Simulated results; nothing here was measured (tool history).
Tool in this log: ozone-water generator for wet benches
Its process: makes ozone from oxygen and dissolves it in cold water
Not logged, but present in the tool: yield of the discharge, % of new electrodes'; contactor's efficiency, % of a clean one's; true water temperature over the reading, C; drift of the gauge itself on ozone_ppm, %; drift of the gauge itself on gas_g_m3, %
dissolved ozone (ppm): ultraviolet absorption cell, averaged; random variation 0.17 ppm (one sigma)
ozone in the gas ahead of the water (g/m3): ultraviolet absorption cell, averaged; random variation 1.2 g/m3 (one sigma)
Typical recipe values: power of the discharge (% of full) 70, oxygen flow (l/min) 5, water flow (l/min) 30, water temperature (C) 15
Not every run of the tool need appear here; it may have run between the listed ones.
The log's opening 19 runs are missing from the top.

| run | hour | power of the discharge (% of full) | oxygen flow (l/min) | water flow (l/min) | water temperature (C) | hours of work since the electrodes were changed | hours of work since the contactor was cleaned | hours of work since the thermometer was calibrated | dissolved ozone (ppm) | ozone in the gas ahead of the water (g/m3) |
|---|---|---|---|---|---|---|---|---|---|---|
| 20 | 794.7 | 99 | 5.42 | 19 | 11 | 1573 | 3955 | 2827 | 43.6 | 289.6 |
| 21 | 831.9 | 99 | 3.64 | 19 | 11 | 1602 | 3984 | 2856 | 39.2 | 336.1 |
| 22 | 861.5 | 99 | 3.64 | 19 | 11 | 1625 | 4007 | 2878 | 39.2 | 339.4 |
| 23 | 892.4 | 48 | 6.56 | 48 | 15 | 1648 | 4030 | 2902 | 12.2 | 153.6 |
| 24 | 931.4 | 69 | 7.73 | 36 | 9 | 1678 | 4060 | 2932 | 23 | 192 |
| 25 | 971 | 51 | 5 | 41 | 15 | 1709 | 4091 | 2962 | 13.2 | 178.2 |
| 26 | 999.1 | 88 | 8.17 | 22 | 22 | 1730 | 4112 | 2984 | 32.5 | 230.5 |
| 27 | 1030 | 70 | 4.45 | 23 | 18 | 1754 | 4136 | 3008 | 25.2 | 239.5 |
| 28 | 1056.8 | 99 | 5 | 30 | 12 | 1775 | 4157 | 3028 | 30 | 301.4 |
| 29 | 1108.4 | 81 | 5.83 | 47 | 15 | 1814 | 4196 | 3068 | 18 | 242.6 |
| 30 | 1135.2 | 78 | 5.83 | 47 | 12 | 1835 | 4217 | 3089 | 18.3 | 237 |

Consider 3 possible next runs. They are alternatives, not a sequence: every one starts from the tool as it was left by run 30. What does each give?
| A | 1187.4 | 68 | 6.96 | 47 | 16 | 1875 | 4257 | 3129 | ? | ? |
| B | 1187.4 | 78 | 5.06 | 47 | 12 | 1875 | 4257 | 3129 | ? | ? |
| C | 1187.4 | 54 | 5 | 30 | 11 | 1875 | 4257 | 3129 | ? | ? |

| run | dissolved ozone (ppm) | ozone in the gas ahead of the water (g/m3) |
|---|---|---|
| A | 16.6 | 196.7 |
| B | 17 | 247.6 |
| C | 18.8 | 185.2 |
What these runs would have given with no unlogged condition in the tool:
| run | dissolved ozone (ppm) | ozone in the gas ahead of the water (g/m3) |
|---|---|---|
| A | 16.6 | 196.8 |
| B | 17 | 247.7 |
| C | 18.8 | 185.3 |
